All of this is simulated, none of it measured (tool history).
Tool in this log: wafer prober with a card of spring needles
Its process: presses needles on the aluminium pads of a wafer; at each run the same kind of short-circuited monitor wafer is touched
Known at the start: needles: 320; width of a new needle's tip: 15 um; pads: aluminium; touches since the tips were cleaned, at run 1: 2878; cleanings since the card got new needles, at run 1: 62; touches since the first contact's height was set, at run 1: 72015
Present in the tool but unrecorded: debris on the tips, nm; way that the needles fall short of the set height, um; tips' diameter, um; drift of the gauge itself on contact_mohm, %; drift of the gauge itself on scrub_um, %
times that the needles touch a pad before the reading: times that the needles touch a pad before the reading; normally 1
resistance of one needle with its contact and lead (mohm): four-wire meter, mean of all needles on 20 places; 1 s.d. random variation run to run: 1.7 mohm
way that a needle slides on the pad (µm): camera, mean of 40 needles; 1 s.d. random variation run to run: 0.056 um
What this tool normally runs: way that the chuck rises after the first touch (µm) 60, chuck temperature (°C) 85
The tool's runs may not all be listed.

run     day  way that the chuck rises after the first touch (µm)  chuck temperature (°C)  times that the needles touch a pad before the reading  touches since the tips were cleaned  cleanings since the card got new needles  touches since the first contact's height was set  resistance of one needle with its contact and lead (mohm)  way that a needle slides on the pad (µm)
  1       0                                                   60                      85                                                      1                                 2878                                        62                                             72015                                                        238                                      10.3
      0.167  -- tips cleaned on abrasive film
      0.721  -- tips cleaned on abrasive film
  2   0.879                                                   60                      85                                                      1                                 1231                                        64                                             78695                                                        212                                     10.24
      1.254  -- tips cleaned on abrasive film
      1.842  -- tips cleaned on abrasive film
  3   2.146                                                   60                      85                                                      1                                 2313                                        66                                             88322                                                        234                                     10.19
      2.417  -- tips cleaned on abrasive film
      2.975  -- tips cleaned on abrasive film
  4   2.975                                                   60                      85                                                      1                                    0                                        68                                             94618                                                        177                                     10.11
      3.538  -- tips cleaned on abrasive film
  5   3.946                                                   60                      85                                                      1                                 3107                                        69                                            102029                                                        247                                     10.24
      4.046  -- height of the first contact set anew
      4.179  -- tips cleaned on abrasive film
      4.788  -- tips cleaned on abrasive film
      5.333  -- tips cleaned on abrasive film
  6   5.471                                                   60                      85                                                      1                                 1049                                        72                                             10829                                                        211                                      9.96
      5.867  -- tips cleaned on abrasive film
      6.425  -- tips cleaned on abrasive film
  7   6.575                                                   60                      85                                                      1                                 1139                                        74                                             19219                                                        213                                      9.86
      6.962  -- tips cleaned on abrasive film
      7.496  -- tips cleaned on abrasive film
  8   7.496                                                   60                      85                                                      1                                    0                                        76                                             26235                                                        179                                      9.77
      8.138  -- tips cleaned on abrasive film
  9   8.483                                                   60                      85                                                      1                                 2666                                        77                                             33765                                                        252                                      9.87
      8.688  -- tips cleaned on abrasive film
        9.3  -- tips cleaned on abrasive film
 10   9.308                                                   60                      85                                                      1                                   75                                        79                                             40035                                                        183                                      9.79
      9.946  -- tips cleaned on abrasive film
     10.492  -- tips cleaned on abrasive film
 11  10.825                                                   60                      85                                                      1                                 2540                                        81                                             51581                                                        242                                      9.82
     11.117  -- tips cleaned on abrasive film
     11.625  -- height of the first contact set anew, once more
     11.758  -- tips cleaned on abrasive film
 12  12.238                                                   46                      85                                                      1                                 3661                                        83                                              4664                                                        300                                      7.96
     12.346  -- tips cleaned on abrasive film
     12.904  -- tips cleaned on abrasive film
 13  13.396                                                   46                      85                                                      1                                 3743                                        85                                             13473                                                        304                                      7.92
       13.5  -- tips cleaned on abrasive film
     14.104  -- tips cleaned on abrasive film
     14.658  -- tips cleaned on abrasive film
 14  14.962                                                   46                      85                                                      1                                 2330                                        88                                             25391                                                        271                                      7.96
     15.267  -- tips cleaned on abrasive film
     15.825  -- tips cleaned on abrasive film
 15    16.3                                                   46                      85                                                      1                                 3622                                        90                                             35583                                                        298                                      7.91
     16.417  -- tips cleaned on abrasive film
     16.979  -- tips cleaned on abrasive film
     17.554  -- tips cleaned on abrasive film
 16  17.658                                                   60                      37                                                      1                                  790                                        93                                             45908                                                        194                                     10.22
     18.142  -- tips cleaned on abrasive film
     18.733  -- tips cleaned on abrasive film
 17  19.062                                                   54                     115                                                      3                                 2532                                        95                                             56612                                                        208                                      9.15
     19.308  -- tips cleaned on abrasive film
 18  19.804                                                   54                     115                                                      3                                 3781                                        96                                             62245                                                        214                                      9.23
     19.917  -- tips cleaned on abrasive film
     20.525  -- tips cleaned on abrasive film
     21.112  -- tips cleaned on abrasive film
 19  21.112                                                   54                     115                                                      3                                    0                                        99                                             72200                                                        183                                      9.15
     21.758  -- tips cleaned on abrasive film
     22.333  -- tips cleaned on abrasive film
 20  22.621                                                   54                     115                                                      3                                 2214                                       101                                             83699                                                        207                                      9.15
     22.921  -- tips cleaned on abrasive film
      23.45  -- tips cleaned on abrasive film
 21  23.496                                                   54                     115                                                      3                                  372                                       103                                             90340                                                        188                                      9.13
     23.992  -- tips cleaned on abrasive film
 22  24.162                                                   64                     121                                                      3                                 1305                                       104                                             95408                                                        193                                     10.77
     24.567  -- tips cleaned on abrasive film
     25.167  -- tips cleaned on abrasive film
     25.179  -- height of the first contact set anew
 23  25.346                                                   70                      47                                                      3                                 1278                                       106                                              1278                                                        173                                     12.25
     25.762  -- tips cleaned on abrasive film
 24  26.242                                                   59                      47                                                      3                                 3647                                       107                                              8109                                                        199                                     10.33
     26.375  -- tips cleaned on abrasive film
     26.962  -- tips cleaned on abrasive film
 25  27.454                                                   73                      67                                                      2                                 3763                                       109                                             17353                                                        199                                     12.71

5 ways to go on from here, each from the tool as it stands after run 25. What would each give?
     27.567  -- tips cleaned on abrasive film
     28.121  -- tips cleaned on abrasive film
  A  28.517                                                   61                      27                                                      1                                 3056                                       111                                             25446                                                          ?                                         ?
     27.567  -- tips cleaned on abrasive film
     28.121  -- tips cleaned on abrasive film
  B  28.517                                                   66                      46                                                      1                                 3056                                       111                                             25446                                                          ?                                         ?
     27.567  -- tips cleaned on abrasive film
     28.121  -- tips cleaned on abrasive film
  C  28.517                                                   61                      26                                                      1                                 3056                                       111                                             25446                                                          ?                                         ?
     27.567  -- tips cleaned on abrasive film
     28.121  -- tips cleaned on abrasive film
  D  28.517                                                   48                      67                                                      2                                 3056                                       111                                             25446                                                          ?                                         ?
     27.567  -- tips cleaned on abrasive film
     28.121  -- tips cleaned on abrasive film
  E  28.517                                                   59                      85                                                      1                                 3056                                       111                                             25446                                                          ?                                         ?

run  resistance of one needle with its contact and lead (mohm)  way that a needle slides on the pad (µm)
  A                                                        243                                      10.5
  B                                                        235                                     11.43
  C                                                        239                                     10.62
  D                                                        244                                      8.27
  E                                                        251                                     10.27
Had the tool no hidden state, the same runs would have come out as:
run  resistance of one needle with its contact and lead (mohm)  way that a needle slides on the pad (µm)
  A                                                        157                                     10.57
  B                                                        163                                      11.5
  C                                                        155                                      10.7
  D                                                        169                                      8.35
  E                                                        168                                     10.34
